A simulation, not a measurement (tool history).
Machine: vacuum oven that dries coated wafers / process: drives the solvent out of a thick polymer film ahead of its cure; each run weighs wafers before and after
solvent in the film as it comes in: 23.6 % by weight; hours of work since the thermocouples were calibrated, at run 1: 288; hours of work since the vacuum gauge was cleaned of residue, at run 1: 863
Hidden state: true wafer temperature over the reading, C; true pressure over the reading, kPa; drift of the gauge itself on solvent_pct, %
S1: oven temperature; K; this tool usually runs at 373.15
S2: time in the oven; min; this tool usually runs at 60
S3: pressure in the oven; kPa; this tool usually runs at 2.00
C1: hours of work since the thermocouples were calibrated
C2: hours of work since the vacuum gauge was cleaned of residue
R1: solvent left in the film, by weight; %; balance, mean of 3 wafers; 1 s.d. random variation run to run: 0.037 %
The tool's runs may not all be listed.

{"run": 1, "hour": 0.0, "S1": 373.15, "S2": 60, "S3": 2.0, "C1": 288, "C2": 863, "R1": 2.25}
{"run": 2, "hour": 64.5, "S1": 373.15, "S2": 60, "S3": 2.0, "C1": 322, "C2": 897, "R1": 2.09}
{"run": 3, "hour": 95.5, "S1": 361.15, "S2": 60, "S3": 2.0, "C1": 338, "C2": 913, "R1": 5.0}
{"run": 4, "hour": 166.1, "S1": 361.15, "S2": 60, "S3": 2.0, "C1": 375, "C2": 950, "R1": 5.07}
{"run": 5, "hour": 216.8, "S1": 361.15, "S2": 60, "S3": 2.0, "C1": 402, "C2": 977, "R1": 5.01}
{"run": 6, "hour": 279.0, "S1": 373.15, "S2": 60, "S3": 2.59, "C1": 434, "C2": 1009, "R1": 2.48}
{"run": 7, "hour": 340.4, "S1": 387.15, "S2": 60, "S3": 2.0, "C1": 466, "C2": 1042, "R1": 0.84}
{"run": 8, "hour": 391.5, "S1": 387.15, "S2": 60, "S3": 2.0, "C1": 493, "C2": 1068, "R1": 0.86}
{"run": 9, "hour": 425.9, "S1": 373.15, "S2": 60, "S3": 4.49, "C1": 511, "C2": 1087, "R1": 3.38}
{"run": 10, "hour": 462.1, "S1": 373.15, "S2": 60, "S3": 4.49, "C1": 530, "C2": 1105, "R1": 3.35}
{"run": 11, "hour": 507.9, "S1": 373.15, "S2": 38, "S3": 2.0, "C1": 554, "C2": 1129, "R1": 3.9}
{"hour": 515.9, "done": "vacuum gauge cleaned of residue and calibrated"}
{"run": 12, "hour": 552.2, "S1": 373.15, "S2": 38, "S3": 2.0, "C1": 577, "C2": 19, "R1": 3.98}
{"run": 13, "hour": 623.6, "S1": 373.15, "S2": 60, "S3": 2.0, "C1": 614, "C2": 57, "R1": 2.15}
{"run": 14, "hour": 661.9, "S1": 373.15, "S2": 60, "S3": 2.0, "C1": 634, "C2": 77, "R1": 2.18}
{"run": 15, "hour": 711.7, "S1": 373.15, "S2": 60, "S3": 2.0, "C1": 660, "C2": 103, "R1": 2.18}
{"run": 16, "hour": 775.4, "S1": 371.15, "S2": 60, "S3": 2.0, "C1": 694, "C2": 136, "R1": 2.51}
{"hour": 782.3, "done": "oven's thermocouples calibrated"}
{"hour": 789.2, "done": "vacuum gauge cleaned of residue and calibrated, once more"}
{"run": 17, "hour": 850.6, "S1": 380.15, "S2": 73, "S3": 4.54, "C1": 35, "C2": 32, "R1": 1.87}
{"run": 18, "hour": 888.0, "S1": 369.15, "S2": 82, "S3": 2.0, "C1": 55, "C2": 52, "R1": 1.87}
{"run": 19, "hour": 937.8, "S1": 369.15, "S2": 99, "S3": 5.45, "C1": 81, "C2": 78, "R1": 3.51}
{"run": 20, "hour": 1011.5, "S1": 364.15, "S2": 39, "S3": 1.78, "C1": 119, "C2": 117, "R1": 6.25}
{"run": 21, "hour": 1080.5, "S1": 364.15, "S2": 39, "S3": 1.78, "C1": 156, "C2": 153, "R1": 6.26}
{"run": 22, "hour": 1121.3, "S1": 364.15, "S2": 39, "S3": 1.78, "C1": 177, "C2": 174, "R1": 6.25}
{"run": 23, "hour": 1168.5, "S1": 373.15, "S2": 77, "S3": 4.33, "C1": 202, "C2": 199, "R1": 2.65}
{"run": 24, "hour": 1218.1, "S1": 373.15, "S2": 77, "S3": 3.81, "C1": 228, "C2": 225, "R1": 2.39}
{"run": 25, "hour": 1248.1, "S1": 384.15, "S2": 60, "S3": 7.9, "C1": 243, "C2": 241, "R1": 2.9}
{"run": 26, "hour": 1289.9, "S1": 384.15, "S2": 60, "S3": 7.9, "C1": 265, "C2": 263, "R1": 2.87}
{"run": 27, "hour": 1340.6, "S1": 384.15, "S2": 60, "S3": 7.9, "C1": 292, "C2": 289, "R1": 2.94}
{"run": 28, "hour": 1381.6, "S1": 384.15, "S2": 60, "S3": 7.9, "C1": 313, "C2": 311, "R1": 2.93}
{"run": 29, "hour": 1449.1, "S1": 362.15, "S2": 45, "S3": 1.3, "C1": 349, "C2": 346, "R1": 5.55}

Consider 5 possible next runs. They are alternatives, not a sequence: every one starts from the tool as it was left by run 29. What does each give?
{"run": "A", "hour": 1506.4, "S1": 360.15, "S2": 45, "S3": 1.98, "C1": 379, "C2": 376, "R1": "?"}
{"run": "B", "hour": 1506.4, "S1": 362.15, "S2": 72, "S3": 3.77, "C1": 379, "C2": 376, "R1": "?"}
{"run": "C", "hour": 1506.4, "S1": 386.15, "S2": 45, "S3": 1.3, "C1": 379, "C2": 376, "R1": "?"}
{"run": "D", "hour": 1506.4, "S1": 369.15, "S2": 47, "S3": 4.19, "C1": 379, "C2": 376, "R1": "?"}
{"run": "E", "hour": 1506.4, "S1": 382.15, "S2": 71, "S3": 6.51, "C1": 379, "C2": 376, "R1": "?"}

run=A R1=6.66
run=B R1=4.69
run=C R1=0.88
run=D R1=4.90
run=E R1=2.44
What these runs would have given with no unlogged condition in the tool:
run=A R1=7.00
run=B R1=4.94
run=C R1=0.93
run=D R1=5.19
run=E R1=2.51
